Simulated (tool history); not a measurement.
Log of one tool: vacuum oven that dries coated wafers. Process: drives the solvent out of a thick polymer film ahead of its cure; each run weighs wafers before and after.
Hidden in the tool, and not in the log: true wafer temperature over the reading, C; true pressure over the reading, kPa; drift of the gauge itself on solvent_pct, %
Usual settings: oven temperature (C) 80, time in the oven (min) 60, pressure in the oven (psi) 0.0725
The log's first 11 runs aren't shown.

run,hour,oven temperature (C),time in the oven (min),pressure in the oven (psi),hours of work since the thermocouples were calibrated,hours of work since the vacuum gauge was cleaned of residue,solvent left in the film (%)
12,181.2,75,60,0.0725,148,323,2.66
13,195.5,75,60,0.0725,155,330,2.69
14,215.1,75,60,0.0725,166,340,2.61
15,225.9,80,60,0.2667,171,346,2.97
16,237.0,80,60,0.2667,177,352,3.01
17,251.1,80,60,0.0725,185,359,1.44
18,266.9,80,60,0.0725,193,368,1.46
19,279.5,80,60,0.0725,200,374,1.59
# hour 282.8: vacuum gauge cleaned of residue and calibrated
20,300.8,80,60,0.0725,210,9,1.59
21,315.8,80,60,0.0439,218,17,1.41
22,325.3,80,60,0.0439,223,22,1.39
23,334.3,80,60,0.0438,228,27,1.37
24,345.3,80,60,0.0725,233,33,1.62
25,355.0,78,60,0.0608,238,38,1.83
26,367.1,68,60,0.0725,245,44,5.31
27,388.0,68,36,0.0725,256,55,7.37
# hour 408.0: vacuum gauge cleaned of residue and calibrated, once more
28,408.3,66,42,0.1172,266,0,7.57

Run 29 comes next. What will it give?
29,427.3,80,39,0.2395,276,10,?

solvent left in the film (%): 3.81
Without the tool's hidden state the same run would have given solvent left in the film (%) 3.50.
